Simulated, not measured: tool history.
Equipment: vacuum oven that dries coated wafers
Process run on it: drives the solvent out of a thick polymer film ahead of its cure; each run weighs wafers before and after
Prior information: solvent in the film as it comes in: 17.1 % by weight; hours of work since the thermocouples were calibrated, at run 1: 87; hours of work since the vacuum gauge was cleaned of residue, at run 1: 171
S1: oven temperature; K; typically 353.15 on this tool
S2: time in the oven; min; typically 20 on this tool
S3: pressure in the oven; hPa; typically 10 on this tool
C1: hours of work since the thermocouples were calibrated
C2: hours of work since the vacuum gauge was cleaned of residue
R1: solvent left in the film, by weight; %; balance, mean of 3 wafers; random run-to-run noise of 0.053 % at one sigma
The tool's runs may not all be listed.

run 1 day=0 | S1=353.15 S2=20 S3=10 | C1=87 C2=171 | R1=1.89
run 2 day=0.658 | S1=353.15 S2=20 S3=10 | C1=97 C2=181 | R1=1.77
run 3 day=1.146 | S1=353.15 S2=20 S3=10 | C1=105 C2=189 | R1=1.84
run 4 day=1.662 | S1=353.15 S2=20 S3=10 | C1=114 C2=197 | R1=1.83
run 5 day=2.238 | S1=353.15 S2=20 S3=6 | C1=123 C2=206 | R1=1.52
run 6 day=2.946 | S1=353.15 S2=20 S3=6 | C1=134 C2=218 | R1=1.62
run 7 day=3.342 | S1=353.15 S2=20 S3=13.9 | C1=140 C2=224 | R1=2.07
run 8 day=3.904 | S1=364.15 S2=24 S3=10 | C1=149 C2=233 | R1=0.5
run 9 day=4.388 | S1=364.15 S2=13 S3=10 | C1=157 C2=241 | R1=1.02
run 10 day=4.812 | S1=346.15 S2=14 S3=6 | C1=164 C2=248 | R1=4.88

Here are 4 independent what-if runs from the current tool condition. What would each one return?
run A day=5.304 | S1=353.15 S2=28 S3=9.1 | C1=172 C2=255 | R1=?
run B day=5.304 | S1=353.15 S2=20 S3=18.7 | C1=172 C2=255 | R1=?
run C day=5.304 | S1=367.15 S2=14 S3=19.4 | C1=172 C2=255 | R1=?
run D day=5.304 | S1=339.15 S2=17 S3=6 | C1=172 C2=255 | R1=?

run=A R1=1.07
run=B R1=2.39
run=C R1=1.09
run=D R1=6.22
With the hidden condition removed and each run's random variation left untouched, the same runs would have given:
run=A R1=1
run=B R1=2.33
run=C R1=1.05
run=D R1=6.13
